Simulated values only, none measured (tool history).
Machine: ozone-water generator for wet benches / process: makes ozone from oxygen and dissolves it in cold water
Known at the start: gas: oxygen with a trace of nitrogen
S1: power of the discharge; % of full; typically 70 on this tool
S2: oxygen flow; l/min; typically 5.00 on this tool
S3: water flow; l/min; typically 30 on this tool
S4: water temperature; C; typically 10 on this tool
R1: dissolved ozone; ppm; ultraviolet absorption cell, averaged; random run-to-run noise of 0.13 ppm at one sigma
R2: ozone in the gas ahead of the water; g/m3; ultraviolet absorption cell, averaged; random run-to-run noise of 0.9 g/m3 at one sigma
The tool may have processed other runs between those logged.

run	day	S1	S2	S3	S4	R1	R2
1	0.000	70	5.00	30	10	13.8	150.3
# day 6.092: contactor cleaned
2	7.638	70	5.00	30	10	13.9	147.8
3	14.283	70	5.00	30	10	14.0	148.9
4	22.842	70	5.00	30	10	13.9	150.2
5	29.229	70	5.00	41	10	10.1	149.7
6	33.992	70	4.71	41	10	10.0	156.4
7	39.708	70	5.00	30	10	14.0	150.3
8	45.779	70	5.00	30	10	13.8	148.3
9	51.079	70	5.00	30	10	13.9	150.0
10	57.604	70	8.30	30	10	13.7	104.3
11	65.492	70	2.65	30	10	13.2	226.8
12	74.650	70	5.00	30	10	13.9	148.7
13	78.454	70	5.00	30	10	13.8	149.2
14	85.767	70	5.00	30	10	13.6	148.6
15	91.800	70	5.00	30	10	14.0	148.0
16	95.679	70	5.00	30	10	13.8	148.8
17	101.983	70	5.00	30	10	14.0	147.8
# day 110.175: water thermometer calibrated
18	111.267	80	8.76	44	10	10.3	107.7

Run 19 comes next. What will it give?
19	115.879	80	5.65	44	16	?	?

Run 19 gave R1 9.7 ppm, R2 146.7 g/m3.
If the tool had no hidden condition, the same run with the same run-to-run variation would have returned R1 9.7 ppm, R2 146.8 g/m3.
